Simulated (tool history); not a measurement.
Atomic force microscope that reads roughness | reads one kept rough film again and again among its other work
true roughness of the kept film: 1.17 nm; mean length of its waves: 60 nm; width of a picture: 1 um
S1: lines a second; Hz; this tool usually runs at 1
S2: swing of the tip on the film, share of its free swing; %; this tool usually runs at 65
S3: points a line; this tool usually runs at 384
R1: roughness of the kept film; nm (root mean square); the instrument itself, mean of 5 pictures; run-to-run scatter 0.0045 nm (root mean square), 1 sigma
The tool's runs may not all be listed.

run	hour	S1	S2	S3	R1
1	0	1	65	384	1.095
2	25.2	1	65	384	1.099
3	44.5	1	65	384	1.098
4	63.2	1	65	384	1.093
5	80.2	1	65	384	1.114
6	99.5	1	65	384	1.116
7	121.3	1	65	912	1.114
8	137.6	1	65	384	1.104
9	150.4	1	65	442	1.103
10	173.3	1	65	384	1.094
11	192.6	1	65	384	1.106
12	205.6	1	65	384	1.099
13	230.9	1	65	403	1.101
14	251.2	1	65	403	1.087
15	276	1	65	403	1.121
16	301.3	1.96	65	384	1.085
17	323.2	1	65	981	1.112
18	336.3	1	65	981	1.106
19	359.8	1.22	81	914	1.035
20	375.1	1.22	60	306	1.103
21	399	1.22	60	306	1.104
22	416.2	0.67	67	384	1.103
23	431.4	0.67	67	384	1.095
24	448.8	0.67	67	384	1.128
25	473	1	64	640	1.112
26	496.3	1.82	60	282	1.093
27	513.3	1.82	60	282	1.093
28	534	0.5	65	923	1.129
29	558.2	1	89	649	1.017
30	577.6	1	89	649	1.014
31	602.2	1.19	65	384	1.09
32	628.1	0.54	83	384	1.109
33	644.5	0.54	83	384	1.093
34	656.2	0.54	83	384	1.101
35	673.1	0.54	83	384	1.092
36	696.9	2.38	65	773	1.063

Between the runs listed above, the log contained 6 entries, not reproduced here. Where in the sequence does each belong, and how does what the log doesn't record of the tool's condition differ from the listed run before to the listed run after?
Run 4 -> run 5: new tip fitted (hour 71)
  radius of the tip, nm: 29.2 -> 11.4; height scale over the true one, %: 0.17 -> 0.18
  difference, measured minus the result without the unlogged condition, R1: -0.025 -> +0 nm (root mean square)
Run 13 -> run 14: height scale calibrated on a step standard (hour 234.2)
  radius of the tip, nm: 27.4 -> 29.5; height scale over the true one, %: 0.26 -> 0.34
  difference, measured minus the result without the unlogged condition, R1: -0.021 -> -0.023 nm (root mean square)
Run 14 -> run 15: new tip fitted (hour 255)
  radius of the tip, nm: 29.5 -> 13.1; height scale over the true one, %: 0.34 -> 0.36
  difference, measured minus the result without the unlogged condition, R1: -0.023 -> -0.001 nm (root mean square)
Run 20 -> run 21: height scale calibrated on a step standard, once more (hour 385.1)
  radius of the tip, nm: 24.2 -> 26.9; height scale over the true one, %: 0.41 -> 0.03
  difference, measured minus the result without the unlogged condition, R1: -0.015 -> -0.023 nm (root mean square)
Run 23 -> run 24: new tip fitted (hour 439.8)
  radius of the tip, nm: 30.7 -> 11.7; height scale over the true one, %: 0.04 -> 0.05
  difference, measured minus the result without the unlogged condition, R1: -0.029 -> -0.001 nm (root mean square)
Run 31 -> run 32: new tip fitted (hour 621.5)
  radius of the tip, nm: 28.8 -> 10.7; height scale over the true one, %: 0.14 -> 0.15
  difference, measured minus the result without the unlogged condition, R1: -0.024 -> +0.001 nm (root mean square)

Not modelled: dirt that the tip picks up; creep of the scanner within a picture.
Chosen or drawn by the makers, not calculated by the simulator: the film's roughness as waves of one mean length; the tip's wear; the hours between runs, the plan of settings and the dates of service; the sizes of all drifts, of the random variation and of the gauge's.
